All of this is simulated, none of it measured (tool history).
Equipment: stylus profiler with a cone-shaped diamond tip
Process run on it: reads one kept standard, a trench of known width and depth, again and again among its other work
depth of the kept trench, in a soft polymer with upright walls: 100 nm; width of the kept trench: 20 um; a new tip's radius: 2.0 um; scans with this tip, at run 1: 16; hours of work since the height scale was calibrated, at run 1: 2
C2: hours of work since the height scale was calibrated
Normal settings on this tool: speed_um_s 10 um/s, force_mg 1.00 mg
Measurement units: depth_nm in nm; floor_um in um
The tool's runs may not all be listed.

Run 1, day 0.000: usual settings; scans with this tip 16; C2 2. Result: depth_nm 100.41 nm, floor_um 18.69 um.
Run 2, day 0.638: usual settings but force_mg 0.87 mg; scans with this tip 82; C2 9. Result: depth_nm 100.38 nm, floor_um 18.72 um.
Run 3, day 1.117: usual settings but speed_um_s 17 um/s; scans with this tip 133; C2 15. Result: depth_nm 100.45 nm, floor_um 18.66 um.
Run 4, day 1.642: usual settings but speed_um_s 17 um/s, force_mg 0.61 mg; scans with this tip 188; C2 21. Result: depth_nm 100.27 nm, floor_um 18.63 um.
Run 5, day 2.033: usual settings but speed_um_s 17 um/s, force_mg 0.61 mg; scans with this tip 229; C2 25. Result: depth_nm 100.26 nm, floor_um 18.70 um.
Run 6, day 2.525: usual settings but speed_um_s 17 um/s, force_mg 0.61 mg; scans with this tip 280; C2 31. Result: depth_nm 100.32 nm, floor_um 18.64 um.
Run 7, day 3.008: usual settings but speed_um_s 17 um/s, force_mg 0.61 mg; scans with this tip 331; C2 37. Result: depth_nm 100.34 nm, floor_um 18.67 um.
Run 8, day 3.483: usual settings but speed_um_s 17 um/s, force_mg 0.61 mg; scans with this tip 380; C2 42. Result: depth_nm 100.32 nm, floor_um 18.67 um.
Run 9, day 4.012: usual settings but speed_um_s 17 um/s, force_mg 0.61 mg; scans with this tip 436; C2 49. Result: depth_nm 100.28 nm, floor_um 18.70 um.
Run 10, day 4.325: usual settings but speed_um_s 5 um/s, force_mg 0.61 mg; scans with this tip 468; C2 52. Result: depth_nm 100.31 nm, floor_um 18.68 um.
Run 11, day 4.854: usual settings but speed_um_s 5 um/s, force_mg 0.61 mg; scans with this tip 524; C2 58. Result: depth_nm 100.38 nm, floor_um 18.76 um.
Run 12, day 5.358: usual settings; scans with this tip 577; C2 64. Result: depth_nm 100.44 nm, floor_um 18.69 um.
Run 13, day 6.004: usual settings but speed_um_s 32 um/s, force_mg 1.03 mg; scans with this tip 644; C2 72. Result: depth_nm 100.44 nm, floor_um 18.61 um.
Run 14, day 6.667: usual settings but speed_um_s 8 um/s, force_mg 2.72 mg; scans with this tip 714; C2 80. Result: depth_nm 100.85 nm, floor_um 18.67 um.
Run 15, day 7.254: usual settings but speed_um_s 15 um/s, force_mg 0.77 mg; scans with this tip 775; C2 86. Result: depth_nm 100.33 nm, floor_um 18.65 um.
Run 16, day 7.617: usual settings but speed_um_s 3 um/s, force_mg 0.48 mg; scans with this tip 813; C2 91. Result: depth_nm 100.29 nm, floor_um 18.73 um.
Run 17, day 8.188: usual settings but force_mg 0.57 mg; scans with this tip 873; C2 97. Result: depth_nm 100.28 nm, floor_um 18.66 um.
Run 18, day 8.708: usual settings but speed_um_s 17 um/s; scans with this tip 928; C2 103. Result: depth_nm 100.45 nm, floor_um 18.65 um.
Run 19, day 9.317: usual settings but speed_um_s 4 um/s, force_mg 1.61 mg; scans with this tip 991; C2 110. Result: depth_nm 100.64 nm, floor_um 18.68 um.
Run 20, day 9.888: usual settings but speed_um_s 4 um/s, force_mg 0.49 mg; scans with this tip 1051; C2 117. Result: depth_nm 100.24 nm, floor_um 18.63 um.
Run 21, day 10.429: usual settings but speed_um_s 30 um/s, force_mg 0.57 mg; scans with this tip 1108; C2 123. Result: depth_nm 100.30 nm, floor_um 18.60 um.
Run 22, day 10.717: usual settings but speed_um_s 26 um/s, force_mg 0.33 mg; scans with this tip 1138; C2 127. Result: depth_nm 100.19 nm, floor_um 18.60 um.
Run 23, day 11.054: usual settings but speed_um_s 26 um/s, force_mg 0.33 mg; scans with this tip 1173; C2 131. Result: depth_nm 100.16 nm, floor_um 18.55 um.
Run 24, day 11.512: usual settings but speed_um_s 6 um/s, force_mg 0.47 mg; scans with this tip 1221; C2 136. Result: depth_nm 100.23 nm, floor_um 18.65 um.

Predict each of these 3 candidate next runs independently; none follows another, all start after run 24:
Run A, day 11.933: usual settings but force_mg 2.84 mg; scans with this tip 1265; C2 141. Result: depth_nm ?, floor_um ?.
Run B, day 11.933: usual settings but speed_um_s 30 um/s, force_mg 2.31 mg; scans with this tip 1265; C2 141. Result: depth_nm ?, floor_um ?.
Run C, day 11.933: usual settings but speed_um_s 7 um/s; scans with this tip 1265; C2 141. Result: depth_nm ?, floor_um ?.

run  depth_nm  floor_um
  A    100.93     18.68
  B    100.72     18.65
  C    100.44     18.69
Stripped of hidden state, with their random variation kept, the same runs would have yielded:
run  depth_nm  floor_um
  A    100.97     18.76
  B    100.76     18.72
  C    100.48     18.77
